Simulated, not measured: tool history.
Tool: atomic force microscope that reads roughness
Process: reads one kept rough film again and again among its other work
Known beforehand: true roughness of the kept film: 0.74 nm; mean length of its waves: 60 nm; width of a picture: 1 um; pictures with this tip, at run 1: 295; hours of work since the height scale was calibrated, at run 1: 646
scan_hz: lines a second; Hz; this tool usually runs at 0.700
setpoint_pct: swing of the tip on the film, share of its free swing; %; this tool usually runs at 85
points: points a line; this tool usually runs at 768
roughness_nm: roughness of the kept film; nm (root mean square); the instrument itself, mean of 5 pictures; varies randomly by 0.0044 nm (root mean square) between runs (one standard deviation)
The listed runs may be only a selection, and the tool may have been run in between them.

run,hour,scan_hz,setpoint_pct,points,pictures with this tip,hours of work since the height scale was calibrated,roughness_nm
1,0.0,0.700,85,768,295,646,0.669
2,17.2,0.700,85,768,328,658,0.672
# hour 26.2: new tip fitted
3,43.5,0.700,85,768,32,676,0.689
4,69.2,0.700,85,768,81,694,0.680
5,99.0,0.700,85,768,137,715,0.680
6,117.4,0.700,85,768,172,728,0.677
7,144.9,0.700,85,768,224,747,0.668
8,170.9,0.700,85,287,273,766,0.671
9,193.9,0.700,85,588,317,782,0.669
# hour 209.9: new tip fitted
10,222.3,0.700,85,768,23,801,0.689
11,235.0,0.700,85,768,47,810,0.686
12,253.1,0.700,85,768,81,823,0.688
13,278.3,0.700,85,768,129,841,0.677
# hour 281.7: height scale calibrated on a step standard
14,302.7,0.700,85,768,173,15,0.670
15,316.5,1.920,85,768,199,24,0.605
16,342.7,1.920,85,768,249,43,0.607
17,368.7,0.700,85,768,298,61,0.673
18,386.1,0.700,85,705,331,73,0.673
# hour 394.6: new tip fitted
19,407.6,0.700,85,705,24,88,0.676
20,436.1,0.973,85,705,78,108,0.673
# hour 447.8: height scale calibrated on a step standard, once more
21,456.0,2.152,85,668,114,6,0.604
22,485.2,0.914,62,1018,169,26,0.718
23,505.1,0.700,58,502,206,40,0.720
24,529.1,0.700,58,502,252,57,0.716
25,544.1,1.082,83,502,280,68,0.652
26,574.0,1.082,83,502,337,89,0.657
# hour 578.0: new tip fitted
27,590.7,0.606,70,585,24,100,0.709
28,608.2,0.700,85,674,57,112,0.682
29,634.8,3.720,78,501,108,131,0.587
30,663.2,3.720,78,690,161,151,0.585
31,693.0,3.720,78,690,217,172,0.572
32,721.1,2.289,75,690,270,191,0.629
33,733.4,3.014,66,906,294,200,0.642
34,756.0,3.379,67,906,336,216,0.633
# hour 760.1: new tip fitted
35,774.0,3.379,87,906,26,228,0.538
36,788.7,0.700,63,520,54,239,0.710
37,817.4,0.686,70,939,108,259,0.709
38,834.6,0.686,70,939,141,271,0.710
39,854.1,0.686,70,939,178,284,0.702
40,874.7,1.756,89,539,216,299,0.602

For each run, the measured value with the value that run would have given without the tool's hidden condition subtracted. The run-to-run variation is shared by both, the gauge scatter possibly not:
Hidden state present: radius of the tip, nm; height scale over the true one, %; drift of the gauge itself on roughness_nm, %.
run,roughness_nm
1,-0.016
2,-0.018
3,-0.006
4,-0.007
5,-0.010
6,-0.012
7,-0.015
8,-0.017
9,-0.019
10,-0.005
11,-0.007
12,-0.008
13,-0.010
14,-0.013
15,-0.013
16,-0.015
17,-0.019
18,-0.021
19,-0.008
20,-0.009
21,-0.005
22,-0.009
23,-0.011
24,-0.013
25,-0.013
26,-0.016
27,-0.002
28,-0.004
29,-0.005
30,-0.008
31,-0.009
32,-0.013
33,-0.015
34,-0.016
35,-0.002
36,-0.005
37,-0.008
38,-0.009
39,-0.011
40,-0.011
